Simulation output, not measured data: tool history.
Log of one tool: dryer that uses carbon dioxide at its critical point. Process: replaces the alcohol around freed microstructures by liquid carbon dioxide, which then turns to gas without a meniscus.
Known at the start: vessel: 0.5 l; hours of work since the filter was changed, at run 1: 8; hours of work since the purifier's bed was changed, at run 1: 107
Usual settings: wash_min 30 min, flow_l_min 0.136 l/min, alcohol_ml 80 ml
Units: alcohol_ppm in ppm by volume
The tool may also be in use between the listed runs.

| run | hour | wash_min | flow_l_min | alcohol_ml | hours of work since the filter was changed | hours of work since the purifier's bed was changed | alcohol_ppm |
|---|---|---|---|---|---|---|---|
| 1 | 0.0 | 30 | 0.136 | 80 | 8 | 107 | 133 |
| 2 | 17.4 | 30 | 0.136 | 80 | 18 | 117 | 150 |
| 3 | 46.6 | 30 | 0.136 | 80 | 35 | 133 | 157 |
| 4 | 80.1 | 30 | 0.136 | 80 | 53 | 152 | 190 |
| 5 | 106.0 | 30 | 0.136 | 26 | 68 | 167 | 85 |
| 6 | 122.7 | 29 | 0.136 | 80 | 77 | 176 | 286 |
| 7 | 141.3 | 29 | 0.136 | 80 | 88 | 186 | 314 |
| 8 | 161.0 | 46 | 0.136 | 90 | 99 | 198 | 41 |
| 9 | 184.9 | 46 | 0.097 | 90 | 112 | 211 | 202 |
| 10 | 205.0 | 46 | 0.097 | 90 | 124 | 222 | 227 |
| 11 | 228.6 | 30 | 0.106 | 40 | 137 | 236 | 723 |

Hidden state or all else? Some run-to-run changes of alcohol_ppm, split into what the settings, what came in and random variation would give without the hidden state, and what is left for the hidden state (with any gauge scatter that isn't in both results):
The hidden state here: flow that reaches the vessel past the clogged filter, %; alcohol in the recycled carbon dioxide, ppm; drift of the gauge itself on alcohol_ppm, %.
Run 10 -> 11: wash_min 46 -> 30, flow_l_min 0.097 -> 0.106, alcohol_ml 90 -> 40. alcohol_ppm +496 ppm by volume: hidden state +279, all else +217.
